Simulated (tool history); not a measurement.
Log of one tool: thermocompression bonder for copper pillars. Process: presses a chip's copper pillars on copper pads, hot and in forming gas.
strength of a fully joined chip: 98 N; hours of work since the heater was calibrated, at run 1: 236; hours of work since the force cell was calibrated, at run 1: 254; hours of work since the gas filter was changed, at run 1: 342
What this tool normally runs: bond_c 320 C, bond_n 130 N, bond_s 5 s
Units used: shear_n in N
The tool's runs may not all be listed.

run     day  bond_c  bond_n  bond_s  hours of work since the heater was calibrated  hours of work since the force cell was calibrated  hours of work since the gas filter was changed  shear_n
  1       0     320     130       5                                            236                                                254                                             342     50.2
  2   0.871     320     130       5                                            248                                                266                                             354     50.5
  3   1.717     320     130       5                                            260                                                277                                             365     49.7
  4   2.288     320     130       5                                            268                                                285                                             373     50.1
  5   2.933     320     130       5                                            277                                                294                                             382     49.7
  6   3.479     320     188       5                                            284                                                301                                             389     59.9
  7   4.508     320     188       5                                            298                                                315                                             403     59.4
  8   5.512     320     130       5                                            312                                                329                                             417     49.9
  9   6.025     320     130       5                                            319                                                336                                             424       50
 10   7.038     320     130      10                                            333                                                350                                             438     60.7
 11   7.896     320     130      10                                            344                                                362                                             450     60.3
      8.588  -- forming gas filter changed
 12   8.954     320     130      10                                            359                                                376                                               5     64.9
 13   9.758     320     130      10                                            370                                                387                                              16     65.2
 14  10.617     320      93       5                                            381                                                399                                              28     43.5
 15  11.371     321     130       5                                            392                                                409                                              38     53.3
 16  12.129     338      85       6                                            402                                                419                                              48     55.6
 17    13.1     338      85       6                                            415                                                433                                              62     54.6
 18  13.829     338      85       6                                            425                                                443                                              72     54.4
     13.946  -- force cell calibrated
 19  14.383     343     172       6                                            432                                                  6                                              78     75.2
 20  14.929     343     172       6                                            440                                                 13                                              86     75.8
 21  15.942     343     172       6                                            453                                                 27                                             100     75.7
 22  17.075     296      82      13                                            469                                                 43                                             115     41.3
     17.621  -- force cell calibrated, once more
 23  18.038     346      99      13                                            481                                                  6                                             128       77
 24  18.633     346      99      13                                            489                                                 14                                             136     77.5
 25  19.429     320     195       4                                            500                                                 25                                             147     59.8
 26  20.425     320     195       4                                            514                                                 38                                             160     59.8
 27  21.421     293     103       4                                            528                                                 52                                             174     29.4
 28  22.012     323      79      10                                            536                                                 60                                             182     52.8
 29  22.504     323      79      10                                            542                                                 67                                             189     53.5

Forecast each of these 3 alternatives for the next run:
  A  23.042     323     171       3                                            550                                                 74                                             196        ?
  B  23.042     320     112       3                                            550                                                 74                                             196        ?
  C  23.042     329     155      14                                            550                                                 74                                             196        ?

run  shear_n
  A     53.6
  B     40.7
  C     78.9
Stripped of hidden state, with their random variation kept, the same runs would have yielded:
run  shear_n
  A     53.2
  B     40.2
  C     79.5

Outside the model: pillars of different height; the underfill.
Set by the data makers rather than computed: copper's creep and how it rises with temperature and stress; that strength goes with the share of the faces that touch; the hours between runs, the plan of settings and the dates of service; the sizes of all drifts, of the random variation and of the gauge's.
